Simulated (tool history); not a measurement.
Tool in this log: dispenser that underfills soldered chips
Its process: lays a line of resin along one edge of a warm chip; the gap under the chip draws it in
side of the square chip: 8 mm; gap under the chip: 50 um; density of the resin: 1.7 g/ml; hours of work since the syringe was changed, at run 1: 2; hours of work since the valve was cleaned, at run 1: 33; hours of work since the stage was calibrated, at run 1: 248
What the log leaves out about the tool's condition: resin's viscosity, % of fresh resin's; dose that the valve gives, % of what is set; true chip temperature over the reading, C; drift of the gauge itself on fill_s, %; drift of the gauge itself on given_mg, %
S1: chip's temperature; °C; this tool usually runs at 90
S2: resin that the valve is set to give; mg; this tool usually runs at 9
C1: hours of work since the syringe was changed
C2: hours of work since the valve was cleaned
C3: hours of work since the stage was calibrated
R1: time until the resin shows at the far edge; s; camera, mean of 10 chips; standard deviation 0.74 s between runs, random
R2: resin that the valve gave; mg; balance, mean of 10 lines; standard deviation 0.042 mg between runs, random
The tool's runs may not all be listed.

run   hour   S1     S2  C1   C2   C3     R1     R2
  1      0   90      9   2   33  248     71   8.93
  2      4   90      9   4   36  251   81.5   8.84
         8  -- new syringe of resin
  3   12.9   90      9   4   42  257   80.7   8.92
      18.5  -- new syringe of resin
  4   20.4   90      9   1   47  263     70    8.8
        29  -- new syringe of resin
  5   30.5   90   7.88   1   54  270   72.7   7.74
  6   35.2   92      9   5   58  273   77.4    8.8
      39.2  -- new syringe of resin
  7   44.1   90      9   4   64  279   80.6    8.8
      49.2  -- new syringe of resin
  8   50.7   90      9   1   68  284   68.3   8.72
  9   56.2   90      9   5   73  288   85.9   8.76
      59.7  -- new syringe of resin
 10   62.6   90      9   2   77  292   72.4   8.75
 11   67.6   90   9.26   6   81  296   88.6   9.01
      69.6  -- new syringe of resin
 12   75.4   90   9.26   4   86  302   81.9   9.04
      79.6  -- new syringe of resin
 13   82.1   99      9   2   91  306   46.5   8.64
      89.5  -- new syringe of resin
 14   91.6   94      9   2   97  313   58.1   8.67
      99.7  -- new syringe of resin
 15  100.7   90      9   1  104  319   67.6   8.66
       104  -- dispensing valve cleaned and set on the balance
 16  109.1   90      9   6    4  325   89.8   9.01
     110.8  -- new syringe of resin
 17  115.2   92      9   3    8  329   69.1   8.96
     121.1  -- new syringe of resin
 18  123.1   92      9   1   14  334   62.1   8.93
 19  127.3   91   10.6   4   17  337     77  10.64
       131  -- new syringe of resin
 20  134.3  102   7.61   2   21  342   44.5   7.54
     141.4  -- new syringe of resin
 21  142.9  102   7.61   1   28  348   41.5    7.5
     151.3  -- new syringe of resin
 22  152.7   84   8.92   1   34  355   90.8   8.88
     161.4  -- new syringe of resin
 23  162.6   90  10.42   1   41  362     66  10.26
 24  169.3   77  10.45   6   46  367  161.7  10.32
     171.6  -- new syringe of resin
 25  174.3  102      9   2   50  371   42.8   8.83
 26  178.6   98  11.06   5   53  374   59.7   10.8
     181.7  -- new syringe of resin
 27  187.5   90  11.55   4   59  380   80.2  11.27
     191.9  -- new syringe of resin
 28  196.6   90  11.55   3   66  387   77.1  11.23
     202.1  -- new syringe of resin
 29  206.2   78   8.57   3   72  393  137.9   8.33
 30  210.7   79  11.67   6   76  397  150.6  11.28
     212.3  -- new syringe of resin
 31  218.5   79  11.67   4   81  402  135.6  11.35
     222.2  -- new syringe of resin
 32  227.6   79  11.67   4   87  408  131.6  11.31
     232.3  -- new syringe of resin
 33  233.5   98   8.37   1   92  412   47.2    8.1
 34  238.4   94  10.63   4   95  416   67.7  10.33
     242.5  -- new syringe of resin
 35  246.3   87   7.77   3  101  422   87.5   7.44
     248.4  -- stage's temperature calibrated
     253.5  -- new syringe of resin
     255.2  -- dispensing valve cleaned and set on the balance
 36  255.2   75   9.72   0    0    4  145.2   9.66

Below are 3 alternative next runs, each starting from the tool's condition after run 36. Predict each:
     264.5  -- new syringe of resin
  A  264.5  76  8.69   0   7  11   ?   ?
     264.5  -- new syringe of resin
  B  264.5  81  9.91   0   7  11   ?   ?
     264.5  -- new syringe of resin
  C  264.5  96  9.72   0   7  11   ?   ?

run     R1    R2
  A  135.5  8.69
  B  102.5  9.86
  C   50.5  9.71
Had the tool no hidden state, the same runs would have come out as:
run     R1    R2
  A  136.5  8.74
  B  103.3  9.92
  C   50.8  9.77
